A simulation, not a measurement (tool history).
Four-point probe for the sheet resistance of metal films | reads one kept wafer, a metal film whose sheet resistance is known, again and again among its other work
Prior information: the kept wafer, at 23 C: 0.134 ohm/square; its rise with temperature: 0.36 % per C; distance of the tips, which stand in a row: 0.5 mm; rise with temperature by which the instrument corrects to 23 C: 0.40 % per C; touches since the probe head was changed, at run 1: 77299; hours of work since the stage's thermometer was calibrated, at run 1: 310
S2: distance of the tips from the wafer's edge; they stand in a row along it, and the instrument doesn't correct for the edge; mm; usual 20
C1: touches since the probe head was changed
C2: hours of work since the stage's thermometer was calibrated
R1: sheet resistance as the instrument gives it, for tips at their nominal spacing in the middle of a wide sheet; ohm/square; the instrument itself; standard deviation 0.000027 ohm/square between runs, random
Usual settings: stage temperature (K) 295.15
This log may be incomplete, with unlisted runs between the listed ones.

Run 1, hour 0: usual settings; C1 77299; C2 310. Result: R1 0.133087 ohm/square.
Run 2, hour 63.7: usual settings; C1 79603; C2 351. Result: R1 0.133073 ohm/square.
Run 3, hour 129.3: usual settings; C1 81978; C2 394. Result: R1 0.133089 ohm/square.
Run 4, hour 185.3: usual settings; C1 84005; C2 430. Result: R1 0.133027 ohm/square.
Run 5, hour 247.9: usual settings; C1 86271; C2 471. Result: R1 0.133016 ohm/square.
Run 6, hour 325.2: usual settings; C1 89070; C2 521. Result: R1 0.132957 ohm/square.
Run 7, hour 384.5: usual settings; C1 91217; C2 560. Result: R1 0.132874 ohm/square.
Run 8, hour 459.6: usual settings; C1 93935; C2 609. Result: R1 0.132914 ohm/square.
Run 9, hour 521.6: usual settings but S2 10 mm; C1 96178; C2 649. Result: R1 0.133025 ohm/square.
Run 10, hour 572.2: usual settings but S2 21 mm; C1 98009; C2 682. Result: R1 0.132871 ohm/square.
Run 11, hour 620.5: usual settings but S2 58 mm; C1 99758; C2 713. Result: R1 0.132777 ohm/square.
Run 12, hour 695.6: usual settings but stage temperature (K) 296.15, S2 4 mm; C1 102474; C2 762. Result: R1 0.133775 ohm/square.
Run 13, hour 738.6: usual settings but stage temperature (K) 292.15, S2 19 mm; C1 104032; C2 790. Result: R1 0.132944 ohm/square.
At hour 743.2: new probe head fitted.
Run 14, hour 803.3: usual settings but S2 70 mm; C1 2174; C2 832. Result: R1 0.133698 ohm/square.
Run 15, hour 862.9: usual settings but stage temperature (K) 294.15, S2 11 mm; C1 4331; C2 871. Result: R1 0.133858 ohm/square.
Run 16, hour 905.4: usual settings but stage temperature (K) 301.15, S2 15 mm; C1 5870; C2 898. Result: R1 0.133452 ohm/square.
Run 17, hour 970.9: usual settings but S2 5 mm; C1 8241; C2 941. Result: R1 0.134328 ohm/square.
Run 18, hour 1010.6: usual settings but stage temperature (K) 302.15, S2 4 mm; C1 9676; C2 967. Result: R1 0.134324 ohm/square.
Run 19, hour 1059.2: usual settings but stage temperature (K) 302.15, S2 4 mm; C1 11436; C2 998. Result: R1 0.134291 ohm/square.
Run 20, hour 1117.5: usual settings but stage temperature (K) 302.15, S2 4 mm; C1 13545; C2 1036. Result: R1 0.134271 ohm/square.

Forecast each of these 3 alternatives for the next run:
Run A, hour 1168.2: usual settings but S2 4 mm; C1 15381; C2 1069. Result: R1 ?.
Run B, hour 1168.2: usual settings but S2 19 mm; C1 15381; C2 1069. Result: R1 ?.
Run C, hour 1168.2: usual settings but stage temperature (K) 296.15, S2 28 mm; C1 15381; C2 1069. Result: R1 ?.

run        R1
  A   0.13464
  B   0.13353
  C  0.133502
The same runs, with their run-to-run variation unchanged, on a tool lacking any hidden condition would have given:
run        R1
  A  0.135191
  B  0.134078
  C   0.13405
